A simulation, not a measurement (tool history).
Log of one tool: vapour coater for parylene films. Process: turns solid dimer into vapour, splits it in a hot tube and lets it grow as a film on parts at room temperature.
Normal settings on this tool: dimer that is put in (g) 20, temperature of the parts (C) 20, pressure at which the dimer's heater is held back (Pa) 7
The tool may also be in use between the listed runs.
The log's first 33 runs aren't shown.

run,hour,dimer that is put in (g),temperature of the parts (C),pressure at which the dimer's heater is held back (Pa),thickness of the film (µm)
34,393,12,30,5.57,1.58
35,405,12,30,5.57,1.59
# hour 415.1: trap's valve overhauled
36,421.1,12,30,5.57,1.75
37,437.9,9,13,5.86,2.56
38,448.2,33,13,7,9.33
39,461,11,29,7.08,1.62
40,472.1,12,22,7.08,2.36
41,486.2,29,30,4.75,4.27
42,495.4,29,30,4.75,4.25
43,510,34,20,5.48,7.36
44,519,10,20,7,2.14

Forecast each of these 4 alternatives for the next run:
A,528.5,16,28,4.49,?
B,528.5,26,31,3.52,?
C,528.5,8,17,7,?
D,528.5,16,20,2.3,?

run,thickness of the film (µm)
A,2.54
B,3.71
C,1.92
D,3.67
Had the tool no hidden state, the same runs would have come out as:
run,thickness of the film (µm)
A,2.55
B,3.74
C,1.93
D,3.69

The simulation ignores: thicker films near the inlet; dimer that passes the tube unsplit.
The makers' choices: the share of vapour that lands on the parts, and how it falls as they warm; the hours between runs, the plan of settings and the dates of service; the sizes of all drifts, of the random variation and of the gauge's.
